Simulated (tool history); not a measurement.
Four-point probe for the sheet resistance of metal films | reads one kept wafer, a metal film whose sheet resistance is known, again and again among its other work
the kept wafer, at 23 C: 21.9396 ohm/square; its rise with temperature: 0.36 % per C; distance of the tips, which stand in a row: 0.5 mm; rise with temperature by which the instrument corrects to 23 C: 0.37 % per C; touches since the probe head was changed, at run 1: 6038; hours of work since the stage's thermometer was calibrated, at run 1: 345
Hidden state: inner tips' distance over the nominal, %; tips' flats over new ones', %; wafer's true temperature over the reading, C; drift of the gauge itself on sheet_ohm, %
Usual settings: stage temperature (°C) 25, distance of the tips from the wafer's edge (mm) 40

run    hour  stage temperature (°C)  distance of the tips from the wafer's edge (mm)  touches since the probe head was changed  hours of work since the stage's thermometer was calibrated  sheet resistance as the instrument gives it (ohm/square)
  1     0.0                      25                                               40                                      6038                                                         345                                                 22.004457
  2    80.3                      25                                               40                                      9803                                                         399                                                 22.025997
  3   169.3                      25                                               40                                     13981                                                         458                                                 22.034627
  4   279.2                      25                                               40                                     19132                                                         532                                                 22.063071
  5   354.7                      25                                               40                                     22676                                                         583                                                 22.071977
  6   489.9                      25                                               44                                     29017                                                         673                                                 22.106703
  7   547.4                      25                                               44                                     31716                                                         712                                                 22.119538
  8   610.1                      25                                               44                                     34656                                                         754                                                 22.135797
  9   669.2                      25                                               44                                     37427                                                         794                                                 22.138473
 10   727.1                      25                                               44                                     40145                                                         832                                                 22.149183
 11   800.9                      18                                               40                                     43605                                                         882                                                 22.190643
 12   857.3                      18                                               40                                     46251                                                         920                                                 22.188703
 13   974.9                      25                                               40                                     51769                                                         999                                                 22.207403
 14  1066.4                      25                                               40                                     56056                                                        1060                                                 22.227715
 15  1175.2                      25                                               40                                     61164                                                        1133                                                 22.230749
 16  1284.1                      25                                               40                                     66269                                                        1206                                                 22.255997
 17  1364.2                      25                                               40                                     70029                                                        1260                                                 22.278256
     1427.0  -- new probe head fitted
 18  1498.6                      25                                               40                                      3362                                                        1349                                                 21.953404
 19  1625.7                      25                                               40                                      9320                                                        1434                                                 21.966097
 20  1686.2                      33                                                4                                     12158                                                        1475                                                 22.140667
 21  1756.8                      33                                                4                                     15469                                                        1522                                                 22.155325
 22  1881.8                      25                                               34                                     21334                                                        1606                                                 22.018595
 23  1975.6                      18                                               16                                     25733                                                        1669                                                 22.069930
 24  2031.1                      27                                                6                                     28337                                                        1706                                                 22.132225
 25  2164.1                      22                                               20                                     34575                                                        1795                                                 22.101140
     2222.8  -- stage's thermometer calibrated
 26  2231.8                      18                                                6                                     37728                                                           6                                                 22.143038
 27  2325.4                      27                                               70                                     42119                                                          69                                                 22.058748
 28  2423.2                      21                                               21                                     46706                                                         134                                                 22.089434
 29  2488.3                      25                                               40                                     49757                                                         178                                                 22.099166
 30  2584.9                      25                                               40                                     54291                                                         243                                                 22.123868
 31  2694.2                      25                                               27                                     59417                                                         316                                                 22.140283
 32  2792.2                      25                                               27                                     64015                                                         382                                                 22.161035
 33  2900.2                      28                                               11                                     69081                                                         454                                                 22.203541
 34  2966.1                      28                                               11                                     72169                                                         498                                                 22.207749
     2982.1  -- new probe head fitted
 35  3079.5                      28                                               11                                      4567                                                         574                                                 21.997027
 36  3134.4                      28                                               36                                      7140                                                         611                                                 21.988276

Hidden state or all else? Some run-to-run changes of sheet resistance as the instrument gives it (ohm/square), split into what the settings, what came in and random variation would give without the hidden state, and what is left for the hidden state (with any gauge scatter that isn't in both results):
Run 17 -> 18: new probe head fitted. sheet resistance as the instrument gives it (ohm/square) -0.324852: hidden state -0.326155, all else +0.001303.
Run 19 -> 20: stage temperature (°C) 25 -> 33, distance of the tips from the wafer's edge (mm) 40 -> 4. sheet resistance as the instrument gives it (ohm/square) +0.174570: hidden state +0.010324, all else +0.164246.
Run 25 -> 26: stage temperature (°C) 22 -> 18, distance of the tips from the wafer's edge (mm) 20 -> 6, stage's thermometer calibrated. sheet resistance as the instrument gives it (ohm/square) +0.041898: hidden state -0.035849, all else +0.077747.
Run 34 -> 35: new probe head fitted. sheet resistance as the instrument gives it (ohm/square) -0.210722: hidden state -0.209190, all else -0.001532.
